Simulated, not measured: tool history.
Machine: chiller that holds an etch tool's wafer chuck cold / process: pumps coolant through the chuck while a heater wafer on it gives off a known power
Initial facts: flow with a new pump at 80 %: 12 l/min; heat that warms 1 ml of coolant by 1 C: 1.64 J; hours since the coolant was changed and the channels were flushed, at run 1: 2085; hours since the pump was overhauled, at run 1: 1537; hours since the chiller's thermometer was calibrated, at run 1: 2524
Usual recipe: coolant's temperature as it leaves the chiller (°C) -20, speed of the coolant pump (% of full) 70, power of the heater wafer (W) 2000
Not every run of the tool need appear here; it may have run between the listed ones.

run     day  coolant's temperature as it leaves the chiller (°C)  speed of the coolant pump (% of full)  power of the heater wafer (W)  hours since the coolant was changed and the channels were flushed  hours since the pump was overhauled  hours since the chiller's thermometer was calibrated  chuck's temperature once it has settled (°C)  how much warmer the coolant comes back (C)
  1       0                                                  -20                                     70                           2000                                                               2085                                 1537                                                  2524                                          -5.1                                        7.18
  2   1.317                                                  -26                                     70                           2000                                                               2117                                 1568                                                  2555                                           -11                                         7.3
  3   2.275                                                  -26                                     70                           2000                                                               2140                                 1592                                                  2578                                         -11.1                                        7.25
  4   3.792                                                  -26                                     70                           2000                                                               2176                                 1628                                                  2614                                         -11.3                                        7.18
  5   4.854                                                  -26                                     70                           2000                                                               2202                                 1653                                                  2640                                         -11.1                                        7.22
  6   6.179                                                  -26                                     70                           2000                                                               2233                                 1685                                                  2672                                         -11.1                                        7.24
  7   7.117                                                  -26                                     70                           2000                                                               2256                                 1708                                                  2694                                         -11.1                                        7.29
  8   8.338                                                  -26                                     70                           2000                                                               2285                                 1737                                                  2724                                         -11.2                                        7.25
  9   9.746                                                  -20                                     70                           1913                                                               2319                                 1771                                                  2757                                          -5.8                                        6.83
 10  10.467                                                  -20                                     70                           2755                                                               2336                                 1788                                                  2775                                           0.5                                        9.99
 11  11.592                                                  -20                                     70                           2755                                                               2363                                 1815                                                  2802                                           0.6                                        9.98
     11.904  -- coolant pump overhauled
 12  12.779                                                  -20                                     70                           1199                                                               2387                                   21                                                  2825                                         -11.2                                        4.41
 13  13.638                                                  -20                                     70                           2000                                                               2407                                   42                                                  2846                                          -4.9                                        7.35
 14  14.933                                                  -20                                     69                           2000                                                               2438                                   73                                                  2877                                          -4.6                                        7.43
     15.967  -- coolant pump overhauled, once more
 15  16.375                                                  -20                                     69                           2000                                                               2468                                   10                                                  2907                                          -5.8                                        6.98
 16  17.221                                                  -10                                     92                           1289                                                               2488                                   30                                                  2927                                          -2.6                                        3.41
 17  17.988                                                  -10                                     92                           1289                                                               2507                                   48                                                  2945                                          -2.5                                        3.44
 18  19.029                                                  -10                                     92                           1251                                                               2532                                   73                                                  2970                                          -2.9                                        3.31
 19  20.054                                                  -20                                     70                           2230                                                               2556                                   98                                                  2995                                            -4                                         7.8
 20  21.421                                                  -27                                     70                           1123                                                               2589                                  131                                                  3028                                           -19                                        3.92
 21  22.183                                                  -13                                     84                           2055                                                               2607                                  149                                                  3046                                          -0.5                                        5.95
 22  22.871                                                  -13                                     80                           2055                                                               2624                                  166                                                  3062                                           0.3                                        6.32
 23   24.35                                                  -25                                     88                           1214                                                               2659                                  201                                                  3098                                         -17.7                                        3.38
 24  25.808                                                  -27                                     82                           2929                                                               2694                                  236                                                  3133                                          -8.3                                        8.77
 25  27.129                                                  -23                                     81                           2000                                                               2726                                  268                                                  3165                                         -10.1                                        5.99
 26  28.379                                                  -23                                     81                           2000                                                               2756                                  298                                                  3195                                         -10.1                                        6.02

Branching from run 26: 3 alternative next runs. What would each branch give?
  A  29.7                                                  -13                                     82                           2000                                                               2788                                  330                                                  3226                                             ?                                           ?
  B  29.7                                                  -27                                     77                           1319                                                               2788                                  330                                                  3226                                             ?                                           ?
  C  29.7                                                  -27                                     99                           1249                                                               2788                                  330                                                  3226                                             ?                                           ?

run  chuck's temperature once it has settled (°C)  how much warmer the coolant comes back (C)
  A                                          -0.3                                        5.93
  B                                         -18.3                                        4.22
  C                                         -20.2                                        3.09
Without the tool's unlogged condition, the same runs would have read:
run  chuck's temperature once it has settled (°C)  how much warmer the coolant comes back (C)
  A                                          -0.7                                        5.95
  B                                         -18.4                                        4.23
  C                                         -20.4                                         3.1
